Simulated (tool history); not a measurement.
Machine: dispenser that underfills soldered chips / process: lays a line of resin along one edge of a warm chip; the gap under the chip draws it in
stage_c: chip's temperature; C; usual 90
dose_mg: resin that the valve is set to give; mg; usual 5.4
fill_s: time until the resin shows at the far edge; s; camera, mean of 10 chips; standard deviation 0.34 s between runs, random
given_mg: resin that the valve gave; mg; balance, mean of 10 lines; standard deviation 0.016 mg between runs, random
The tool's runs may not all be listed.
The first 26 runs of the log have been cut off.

Run 27, hour 92.6: usual settings but dose_mg 6.87 mg. Result: fill_s 20.3 s, given_mg 6.71 mg.
Run 28, hour 94.7: usual settings but stage_c 86 C, dose_mg 6.75 mg. Result: fill_s 28.4 s, given_mg 6.58 mg.
At hour 97.7: new syringe of resin.
Run 29, hour 99.9: usual settings but stage_c 86 C, dose_mg 6.75 mg. Result: fill_s 21.7 s, given_mg 6.56 mg.
Run 30, hour 104.5: usual settings but stage_c 95 C, dose_mg 6.15 mg. Result: fill_s 18.6 s, given_mg 5.96 mg.
Run 31, hour 106.8: usual settings but stage_c 95 C, dose_mg 6.15 mg. Result: fill_s 21.7 s, given_mg 5.98 mg.
At hour 107.4: new syringe of resin.
Run 32, hour 111.5: usual settings but stage_c 83 C, dose_mg 4.96 mg. Result: fill_s 30.4 s, given_mg 4.81 mg.
Run 33, hour 114.2: usual settings but stage_c 83 C, dose_mg 4.96 mg. Result: fill_s 34.6 s, given_mg 4.8 mg.
At hour 117.1: new syringe of resin.
Run 34, hour 118: usual settings but stage_c 77 C, dose_mg 6.5 mg. Result: fill_s 31.4 s, given_mg 6.27 mg.
Run 35, hour 122.3: usual settings but stage_c 98 C. Result: fill_s 15 s, given_mg 5.19 mg.
Run 36, hour 125.9: usual settings but dose_mg 5.68 mg. Result: fill_s 26.9 s, given_mg 5.47 mg.

Each row is a separate what-if for the run after 36, all from the same tool condition, not one after another. Results?
At hour 126.9: new syringe of resin.
Run A, hour 128.9: usual settings but stage_c 94 C, dose_mg 5.03 mg. Result: fill_s ?, given_mg ?.
At hour 126.9: new syringe of resin.
Run B, hour 128.9: usual settings but dose_mg 6.11 mg. Result: fill_s ?, given_mg ?.
At hour 126.9: new syringe of resin.
Run C, hour 128.9: usual settings. Result: fill_s ?, given_mg ?.

run  fill_s  given_mg
  A    15.7       4.8
  B    17.7      5.84
  C    17.6      5.18
Had the tool no hidden state, the same runs would have come out as:
run  fill_s  given_mg
  A    14.3      4.99
  B    16.2      6.07
  C      16      5.38
